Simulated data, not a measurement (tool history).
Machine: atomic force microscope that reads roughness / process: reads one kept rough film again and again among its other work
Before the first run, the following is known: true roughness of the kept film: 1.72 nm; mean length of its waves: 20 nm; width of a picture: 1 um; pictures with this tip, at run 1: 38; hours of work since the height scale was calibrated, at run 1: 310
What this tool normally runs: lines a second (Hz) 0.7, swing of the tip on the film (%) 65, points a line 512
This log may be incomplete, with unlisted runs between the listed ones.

run,day,lines a second (Hz),swing of the tip on the film (%),points a line,pictures with this tip,hours of work since the height scale was calibrated,roughness of the kept film (nm (root mean square))
1,0,0.7,65,512,38,310,1.241
2,0.412,0.7,65,317,49,315,1.181
3,1.088,0.7,65,317,66,323,1.133
# day 1.296: new tip fitted
4,1.512,0.7,65,317,6,327,1.364
5,2.042,0.7,65,305,19,334,1.316
6,2.392,0.7,65,512,28,338,1.284
7,2.867,0.7,65,512,41,343,1.247
8,3.262,0.7,65,512,51,348,1.201
9,3.638,0.598,65,512,61,352,1.168
10,3.954,0.598,65,512,69,356,1.144
# day 4.067: new tip fitted
11,4.65,0.598,65,512,15,364,1.339
12,5.15,0.598,65,512,28,370,1.302
13,5.788,0.7,65,866,45,378,1.227
14,6.396,0.7,65,866,61,385,1.175
15,6.75,0.7,65,866,70,389,1.148
# day 6.817: new tip fitted
16,7.092,0.7,65,512,7,393,1.385
17,7.65,0.7,65,512,22,399,1.298
18,8.321,0.7,65,512,39,407,1.239
19,8.658,1.052,65,512,48,411,1.202
20,9.117,1.904,87,622,60,417,1.01
# day 9.588: new tip fitted
21,9.642,1.904,87,622,2,423,1.229
22,10.229,0.7,65,344,17,430,1.31
23,10.829,0.7,65,344,32,437,1.245
24,11.242,0.7,65,344,43,442,1.197
25,11.858,0.695,65,561,59,449,1.154
# day 12.325: new tip fitted
26,12.525,1.651,79,280,5,456,1.268
27,12.954,0.613,79,987,16,462,1.334
28,13.625,3.317,62,577,33,469,1.214
29,14.288,0.535,62,274,51,477,1.179
30,14.929,2.471,57,323,67,485,1.092
# day 15.092: new tip fitted
31,15.458,2.471,57,661,9,491,1.353
32,15.888,2.471,57,661,20,496,1.299
33,16.221,0.529,58,265,29,500,1.265
34,16.862,0.529,58,265,46,507,1.196
35,17.45,0.7,84,375,61,514,1.116
36,17.8,0.683,80,838,70,519,1.107
# day 17.85: new tip fitted
37,18.475,0.683,80,838,16,526,1.316
38,18.821,3.253,84,512,25,530,1.033

5 options for the next run, each taken on its own from the tool as it stands now. Forecast them:
A,19.25,2.116,65,884,36,535,?
B,19.25,0.929,73,347,36,535,?
C,19.25,1.05,84,512,36,535,?
D,19.25,1.365,83,531,36,535,?
E,19.25,3.253,77,512,36,535,?

run,roughness of the kept film (nm (root mean square))
A,1.214
B,1.218
C,1.171
D,1.154
E,1.078
Without the tool's hidden state the same runs would have given:
run,roughness of the kept film (nm (root mean square))
A,1.383
B,1.387
C,1.334
D,1.315
E,1.227
